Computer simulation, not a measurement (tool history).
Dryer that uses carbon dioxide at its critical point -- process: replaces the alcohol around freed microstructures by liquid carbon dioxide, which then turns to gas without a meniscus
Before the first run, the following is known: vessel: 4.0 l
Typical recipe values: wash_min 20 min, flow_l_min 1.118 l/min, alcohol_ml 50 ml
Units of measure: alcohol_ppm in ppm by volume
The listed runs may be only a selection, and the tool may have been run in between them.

Run 1, hour 0.0: usual settings. Result: alcohol_ppm 178 ppm by volume.
Run 2, hour 9.7: usual settings but flow_l_min 1.400 l/min. Result: alcohol_ppm 73 ppm by volume.
Run 3, hour 18.9: usual settings. Result: alcohol_ppm 179 ppm by volume.
Run 4, hour 24.1: usual settings. Result: alcohol_ppm 185 ppm by volume.
Run 5, hour 30.2: usual settings. Result: alcohol_ppm 191 ppm by volume.
Run 6, hour 36.1: usual settings. Result: alcohol_ppm 194 ppm by volume.
Run 7, hour 46.0: usual settings but alcohol_ml 54 ml. Result: alcohol_ppm 211 ppm by volume.
Run 8, hour 54.5: usual settings but alcohol_ml 54 ml. Result: alcohol_ppm 198 ppm by volume.
At hour 58.9: inlet filter changed.
Run 9, hour 60.6: usual settings but alcohol_ml 32 ml. Result: alcohol_ppm 64 ppm by volume.
Run 10, hour 67.3: usual settings but alcohol_ml 32 ml. Result: alcohol_ppm 68 ppm by volume.
Run 11, hour 72.2: usual settings but alcohol_ml 32 ml. Result: alcohol_ppm 75 ppm by volume.
Run 12, hour 82.3: usual settings but flow_l_min 1.760 l/min, alcohol_ml 68 ml. Result: alcohol_ppm 31 ppm by volume.
Run 13, hour 89.5: usual settings but wash_min 15 min, flow_l_min 0.980 l/min, alcohol_ml 41 ml. Result: alcohol_ppm 363 ppm by volume.
Run 14, hour 97.7: usual settings but wash_min 28 min, flow_l_min 0.900 l/min. Result: alcohol_ppm 64 ppm by volume.
Run 15, hour 107.7: usual settings but wash_min 15 min, flow_l_min 0.960 l/min, alcohol_ml 24 ml. Result: alcohol_ppm 262 ppm by volume.

What does the tool deliver on the next run?
Run 16, hour 116.7: usual settings but wash_min 13 min. Result: alcohol_ppm ?.

For run 16 the tool returned alcohol_ppm 471 ppm by volume.
Take away the tool's hidden state, keep the run-to-run variation as it was, and the same run would have given alcohol_ppm 415 ppm by volume.
